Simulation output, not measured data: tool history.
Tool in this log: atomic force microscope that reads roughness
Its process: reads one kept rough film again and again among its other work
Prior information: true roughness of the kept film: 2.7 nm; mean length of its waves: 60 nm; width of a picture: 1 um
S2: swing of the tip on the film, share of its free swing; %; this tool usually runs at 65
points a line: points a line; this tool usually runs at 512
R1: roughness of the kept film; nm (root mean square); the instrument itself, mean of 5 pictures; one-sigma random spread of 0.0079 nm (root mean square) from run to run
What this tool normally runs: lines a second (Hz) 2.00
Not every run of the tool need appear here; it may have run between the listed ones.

{"run": 1, "hour": 0.0, "lines a second (Hz)": 2.0, "S2": 65, "points a line": 512, "R1": 2.468}
{"run": 2, "hour": 43.0, "lines a second (Hz)": 2.0, "S2": 65, "points a line": 512, "R1": 2.446}
{"hour": 94.1, "done": "new tip fitted"}
{"run": 3, "hour": 98.9, "lines a second (Hz)": 2.0, "S2": 65, "points a line": 512, "R1": 2.521}
{"run": 4, "hour": 130.8, "lines a second (Hz)": 2.0, "S2": 65, "points a line": 512, "R1": 2.504}
{"run": 5, "hour": 173.6, "lines a second (Hz)": 2.0, "S2": 65, "points a line": 512, "R1": 2.469}
{"run": 6, "hour": 207.3, "lines a second (Hz)": 2.0, "S2": 59, "points a line": 512, "R1": 2.488}
{"run": 7, "hour": 249.5, "lines a second (Hz)": 2.0, "S2": 59, "points a line": 512, "R1": 2.445}
{"hour": 262.7, "done": "new tip fitted"}
{"run": 8, "hour": 292.1, "lines a second (Hz)": 2.0, "S2": 65, "points a line": 512, "R1": 2.512}
{"run": 9, "hour": 344.5, "lines a second (Hz)": 2.0, "S2": 65, "points a line": 512, "R1": 2.476}
{"run": 10, "hour": 385.2, "lines a second (Hz)": 2.0, "S2": 65, "points a line": 512, "R1": 2.441}
{"hour": 430.8, "done": "new tip fitted"}
{"run": 11, "hour": 441.4, "lines a second (Hz)": 2.0, "S2": 65, "points a line": 512, "R1": 2.544}
{"run": 12, "hour": 487.0, "lines a second (Hz)": 2.0, "S2": 65, "points a line": 512, "R1": 2.495}
{"run": 13, "hour": 524.2, "lines a second (Hz)": 2.0, "S2": 65, "points a line": 512, "R1": 2.468}
{"run": 14, "hour": 562.3, "lines a second (Hz)": 2.0, "S2": 62, "points a line": 512, "R1": 2.448}
{"hour": 601.7, "done": "new tip fitted"}
{"run": 15, "hour": 618.4, "lines a second (Hz)": 2.0, "S2": 62, "points a line": 512, "R1": 2.558}
{"run": 16, "hour": 645.2, "lines a second (Hz)": 1.06, "S2": 62, "points a line": 512, "R1": 2.567}
{"run": 17, "hour": 682.5, "lines a second (Hz)": 3.53, "S2": 83, "points a line": 685, "R1": 2.106}
{"run": 18, "hour": 720.8, "lines a second (Hz)": 0.5, "S2": 67, "points a line": 396, "R1": 2.534}
{"hour": 768.4, "done": "new tip fitted"}
{"run": 19, "hour": 777.7, "lines a second (Hz)": 0.5, "S2": 67, "points a line": 396, "R1": 2.621}
{"run": 20, "hour": 805.0, "lines a second (Hz)": 0.85, "S2": 67, "points a line": 827, "R1": 2.586}
{"run": 21, "hour": 859.3, "lines a second (Hz)": 0.85, "S2": 67, "points a line": 827, "R1": 2.536}
{"run": 22, "hour": 915.9, "lines a second (Hz)": 0.65, "S2": 67, "points a line": 284, "R1": 2.498}
{"hour": 919.7, "done": "height scale calibrated on a step standard"}
{"hour": 939.6, "done": "new tip fitted"}
{"run": 23, "hour": 953.7, "lines a second (Hz)": 0.65, "S2": 67, "points a line": 284, "R1": 2.614}
{"run": 24, "hour": 991.7, "lines a second (Hz)": 0.65, "S2": 85, "points a line": 284, "R1": 2.51}
{"run": 25, "hour": 1025.2, "lines a second (Hz)": 3.29, "S2": 65, "points a line": 465, "R1": 2.426}
{"run": 26, "hour": 1067.5, "lines a second (Hz)": 3.29, "S2": 65, "points a line": 465, "R1": 2.373}
{"run": 27, "hour": 1091.6, "lines a second (Hz)": 3.29, "S2": 65, "points a line": 465, "R1": 2.364}
{"hour": 1106.9, "done": "new tip fitted"}
{"run": 28, "hour": 1134.1, "lines a second (Hz)": 2.99, "S2": 66, "points a line": 465, "R1": 2.461}
{"run": 29, "hour": 1175.5, "lines a second (Hz)": 3.46, "S2": 57, "points a line": 396, "R1": 2.489}
{"run": 30, "hour": 1211.0, "lines a second (Hz)": 3.46, "S2": 70, "points a line": 567, "R1": 2.333}
{"hour": 1244.9, "done": "height scale calibrated on a step standard, once more"}
{"run": 31, "hour": 1256.8, "lines a second (Hz)": 3.46, "S2": 70, "points a line": 567, "R1": 2.259}

Branching from run 31: 5 alternative next runs. What would each branch give?
{"hour": 1276.5, "done": "new tip fitted"}
{"run": "A", "hour": 1283.2, "lines a second (Hz)": 0.86, "S2": 65, "points a line": 797, "R1": "?"}
{"hour": 1276.5, "done": "new tip fitted"}
{"run": "B", "hour": 1283.2, "lines a second (Hz)": 0.9, "S2": 89, "points a line": 331, "R1": "?"}
{"hour": 1276.5, "done": "new tip fitted"}
{"run": "C", "hour": 1283.2, "lines a second (Hz)": 0.87, "S2": 64, "points a line": 512, "R1": "?"}
{"hour": 1276.5, "done": "new tip fitted"}
{"run": "D", "hour": 1283.2, "lines a second (Hz)": 2.0, "S2": 65, "points a line": 327, "R1": "?"}
{"hour": 1276.5, "done": "new tip fitted"}
{"run": "E", "hour": 1283.2, "lines a second (Hz)": 0.61, "S2": 70, "points a line": 567, "R1": "?"}

run=A R1=2.591
run=B R1=2.465
run=C R1=2.591
run=D R1=2.511
run=E R1=2.611
With the hidden condition removed and each run's random variation left untouched, the same runs would have given:
run=A R1=2.603
run=B R1=2.476
run=C R1=2.602
run=D R1=2.523
run=E R1=2.623

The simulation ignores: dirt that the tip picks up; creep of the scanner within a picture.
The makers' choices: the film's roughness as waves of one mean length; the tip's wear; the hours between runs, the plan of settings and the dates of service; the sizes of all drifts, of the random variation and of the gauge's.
